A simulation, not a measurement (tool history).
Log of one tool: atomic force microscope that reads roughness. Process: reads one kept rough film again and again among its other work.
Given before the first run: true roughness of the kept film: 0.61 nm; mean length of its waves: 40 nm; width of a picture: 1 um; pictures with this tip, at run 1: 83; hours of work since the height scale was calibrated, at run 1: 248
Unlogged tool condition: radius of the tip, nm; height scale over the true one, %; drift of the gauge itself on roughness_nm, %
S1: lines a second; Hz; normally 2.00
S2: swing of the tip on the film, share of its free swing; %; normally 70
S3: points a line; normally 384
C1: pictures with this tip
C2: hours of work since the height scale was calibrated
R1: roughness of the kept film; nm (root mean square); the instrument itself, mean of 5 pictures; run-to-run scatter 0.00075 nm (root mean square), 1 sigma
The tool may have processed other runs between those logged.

Run 1, day 0.000: usual settings; C1 83; C2 248. Result: R1 0.5250 nm (root mean square).
Run 2, day 0.221: usual settings but S1 1.10 Hz; C1 88; C2 251. Result: R1 0.5534 nm (root mean square).
Run 3, day 0.596: usual settings but S1 1.10 Hz; C1 98; C2 257. Result: R1 0.5528 nm (root mean square).
At day 0.758: new tip fitted.
Run 4, day 0.862: usual settings but S1 1.10 Hz; C1 2; C2 260. Result: R1 0.5619 nm (root mean square).
Run 5, day 1.188: usual settings but S1 1.10 Hz; C1 10; C2 265. Result: R1 0.5624 nm (root mean square).
Run 6, day 1.508: usual settings but S1 1.10 Hz; C1 19; C2 269. Result: R1 0.5610 nm (root mean square).
Run 7, day 1.825: usual settings; C1 27; C2 274. Result: R1 0.5317 nm (root mean square).
Run 8, day 2.254: usual settings; C1 38; C2 280. Result: R1 0.5304 nm (root mean square).
Run 9, day 2.467: usual settings; C1 43; C2 283. Result: R1 0.5293 nm (root mean square).
Run 10, day 2.850: usual settings but S1 2.22 Hz; C1 53; C2 288. Result: R1 0.5231 nm (root mean square).
Run 11, day 3.192: usual settings but S1 2.22 Hz; C1 61; C2 293. Result: R1 0.5213 nm (root mean square).
Run 12, day 3.533: usual settings; C1 70; C2 297. Result: R1 0.5283 nm (root mean square).
Run 13, day 3.771: usual settings; C1 76; C2 301. Result: R1 0.5262 nm (root mean square).
Run 14, day 4.188: usual settings; C1 87; C2 307. Result: R1 0.5270 nm (root mean square).
Run 15, day 4.408: usual settings; C1 92; C2 310. Result: R1 0.5261 nm (root mean square).
Run 16, day 4.654: usual settings but S1 0.98 Hz, S2 56 %; C1 99; C2 313. Result: R1 0.5764 nm (root mean square).
At day 4.825: new tip fitted.
Run 17, day 5.058: usual settings but S1 3.67 Hz, S2 84 %; C1 6; C2 319. Result: R1 0.4020 nm (root mean square).
Run 18, day 5.346: usual settings but S1 3.06 Hz; C1 14; C2 323. Result: R1 0.5017 nm (root mean square).
Run 19, day 5.596: usual settings but S1 3.82 Hz, S2 77 %; C1 20; C2 326. Result: R1 0.4401 nm (root mean square).
Run 20, day 5.792: usual settings but S1 0.89 Hz, S2 56 %, S3 818; C1 25; C2 329. Result: R1 0.5864 nm (root mean square).
Run 21, day 6.054: usual settings but S1 0.89 Hz, S2 56 %, S3 818; C1 32; C2 332. Result: R1 0.5874 nm (root mean square).
Run 22, day 6.262: usual settings but S1 0.89 Hz, S2 56 %, S3 564; C1 37; C2 335. Result: R1 0.5862 nm (root mean square).
Run 23, day 6.492: usual settings but S1 0.89 Hz, S2 56 %, S3 564; C1 43; C2 339. Result: R1 0.5858 nm (root mean square).
Run 24, day 6.858: usual settings but S1 2.79 Hz, S3 749; C1 52; C2 344. Result: R1 0.5071 nm (root mean square).
Run 25, day 7.250: usual settings but S1 0.76 Hz, S3 771; C1 62; C2 349. Result: R1 0.5707 nm (root mean square).

For each run, the measured value with the value that run would have given without the tool's hidden condition subtracted. The run-to-run variation is shared by both, the gauge scatter possibly not:
run       R1
  1  -0.0076
  2  -0.0085
  3  -0.0093
  4  -0.0005
  5  -0.0013
  6  -0.0020
  7  -0.0025
  8  -0.0034
  9  -0.0038
 10  -0.0045
 11  -0.0050
 12  -0.0058
 13  -0.0063
 14  -0.0071
 15  -0.0076
 16  -0.0089
 17  -0.0009
 18  -0.0018
 19  -0.0019
 20  -0.0030
 21  -0.0036
 22  -0.0041
 23  -0.0046
 24  -0.0046
 25  -0.0061
